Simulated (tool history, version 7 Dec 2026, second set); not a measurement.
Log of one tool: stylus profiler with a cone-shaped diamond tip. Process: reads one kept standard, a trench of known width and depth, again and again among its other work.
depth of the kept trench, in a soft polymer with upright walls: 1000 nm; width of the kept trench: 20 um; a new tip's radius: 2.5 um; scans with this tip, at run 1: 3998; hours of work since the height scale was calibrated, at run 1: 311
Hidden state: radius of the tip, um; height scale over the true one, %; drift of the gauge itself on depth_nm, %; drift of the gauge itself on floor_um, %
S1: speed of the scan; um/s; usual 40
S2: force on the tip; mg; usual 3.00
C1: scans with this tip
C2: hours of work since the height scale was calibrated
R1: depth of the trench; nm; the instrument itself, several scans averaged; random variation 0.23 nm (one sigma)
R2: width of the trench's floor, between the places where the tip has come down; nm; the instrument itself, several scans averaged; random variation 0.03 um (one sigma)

run,day,S1,S2,C1,C2,R1,R2
1,0.000,40,3.00,3998,311,1019.09,15760
2,3.183,40,2.90,4404,343,1018.64,15750
3,7.529,40,2.90,4957,386,1018.32,15830
4,9.600,40,2.90,5221,406,1018.28,15740
5,12.021,40,2.37,5529,430,1016.47,15720
6,15.192,12,3.00,5933,462,1019.12,15910
7,17.388,12,3.00,6213,484,1019.59,15920
8,21.817,12,3.00,6778,528,1018.75,15930
9,25.833,12,3.00,7289,567,1018.89,15930
10,29.883,40,3.00,7806,608,1019.00,15790
11,33.883,40,3.00,8316,647,1018.67,15740
12,37.171,40,4.96,8735,680,1026.32,15860
13,41.008,56,4.96,9223,718,1026.54,15750
14,44.071,56,4.96,9614,748,1026.36,15720
15,46.892,56,4.96,9973,776,1026.24,15750
16,50.096,56,4.96,10381,808,1026.44,15710
17,52.708,56,4.96,10714,834,1026.37,15730
18,54.683,56,4.96,10966,854,1026.63,15700
19,58.008,40,3.00,11390,887,1019.12,15780
20,60.846,40,3.00,11751,915,1018.96,15700
21,63.121,39,3.00,12041,937,1019.08,15710
22,65.354,39,3.00,12326,959,1019.37,15770
23,67.575,40,3.81,12609,981,1022.13,15800
24,71.517,53,2.76,13111,1021,1017.35,15710
25,74.250,29,3.50,13459,1048,1020.91,15880
26,77.300,29,3.50,13848,1078,1021.24,15860
27,80.121,17,4.23,14207,1106,1023.85,15880
28,83.100,17,3.00,14587,1135,1018.71,15870
29,86.938,116,4.76,15076,1173,1025.80,15510
30,91.254,116,4.76,15626,1216,1026.01,15440
31,94.038,116,4.76,15981,1244,1025.76,15480
32,95.975,12,4.88,16228,1263,1025.55,15900
33,98.404,42,1.30,16537,1287,1010.50,15590
34,100.712,40,4.57,16832,1310,1025.37,15790
35,102.821,40,4.57,17100,1331,1024.43,15760
36,105.804,25,7.19,17480,1361,1033.41,15900
37,108.329,115,5.77,17802,1386,1029.28,15530
# day 109.567: new tip fitted, height scale calibrated
38,110.854,14,3.51,164,13,1021.05,15890
39,114.642,141,2.92,647,50,1018.42,15250
40,118.754,58,1.14,1171,91,1009.69,15470
41,121.850,25,1.14,1565,122,1009.99,15760
42,125.838,65,1.16,2073,161,1009.84,15440
43,127.888,65,1.16,2335,182,1010.31,15430
44,131.425,49,1.31,2786,217,1010.85,15600
45,133.925,45,2.60,3104,242,1017.65,15730

Forecast each of these 4 alternatives for the next run:
A,137.708,13,7.66,3586,279,?,?
B,137.708,122,2.60,3586,279,?,?
C,137.708,57,3.00,3586,279,?,?
D,137.708,45,1.55,3586,279,?,?

run,R1,R2
A,1035.38,15910
B,1017.43,15360
C,1019.22,15630
D,1011.77,15660
Without the tool's hidden state the same runs would have given:
run,R1,R2
A,1035.39,15910
B,1017.44,15370
C,1019.23,15640
D,1011.78,15660
